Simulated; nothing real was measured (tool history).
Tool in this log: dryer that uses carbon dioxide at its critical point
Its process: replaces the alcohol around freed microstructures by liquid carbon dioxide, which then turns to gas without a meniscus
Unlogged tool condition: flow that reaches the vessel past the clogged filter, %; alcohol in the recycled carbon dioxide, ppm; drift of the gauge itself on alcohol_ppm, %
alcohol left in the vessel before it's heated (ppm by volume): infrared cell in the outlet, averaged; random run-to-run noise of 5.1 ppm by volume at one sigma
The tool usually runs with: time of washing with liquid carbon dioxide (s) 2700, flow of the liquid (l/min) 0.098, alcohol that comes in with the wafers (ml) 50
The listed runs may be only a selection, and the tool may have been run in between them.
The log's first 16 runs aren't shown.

run,day,time of washing with liquid carbon dioxide (s),flow of the liquid (l/min),alcohol that comes in with the wafers (ml),hours of work since the filter was changed,hours of work since the purifier's bed was changed,alcohol left in the vessel before it's heated (ppm by volume)
17,13.229,1740,0.098,34,177,774,715
18,14.121,1740,0.098,34,194,791,781
19,14.933,2700,0.1026,50,210,806,106
# day 15.721: inlet filter changed
20,16.012,3540,0.111,58,6,826,45
21,16.858,2640,0.111,23,22,842,55
22,17.567,2640,0.098,96,35,856,166
23,18.025,2640,0.098,96,44,864,168
24,19.029,2700,0.1655,24,63,884,48
25,19.846,2700,0.098,100,79,899,174
26,20.367,3060,0.098,27,88,909,61
27,21.125,2700,0.1506,50,103,923,43
28,22.067,2700,0.1506,50,121,941,52
29,22.825,2700,0.098,26,135,956,83
30,23.833,2700,0.098,26,154,975,75
31,24.892,2700,0.098,26,175,995,88
32,25.738,3240,0.098,78,191,1011,85

4 options for the next run, each taken on its own from the tool as it stands now. Forecast them:
A,26.321,2760,0.0758,78,202,1022,?
B,26.321,2820,0.1482,31,202,1022,?
C,26.321,3240,0.098,41,202,1022,?
D,26.321,4020,0.1055,119,202,1022,?

run,alcohol left in the vessel before it's heated (ppm by volume)
A,751
B,51
C,68
D,45
Stripped of hidden state, with their random variation kept, the same runs would have yielded:
run,alcohol left in the vessel before it's heated (ppm by volume)
A,412
B,7
C,12
D,0
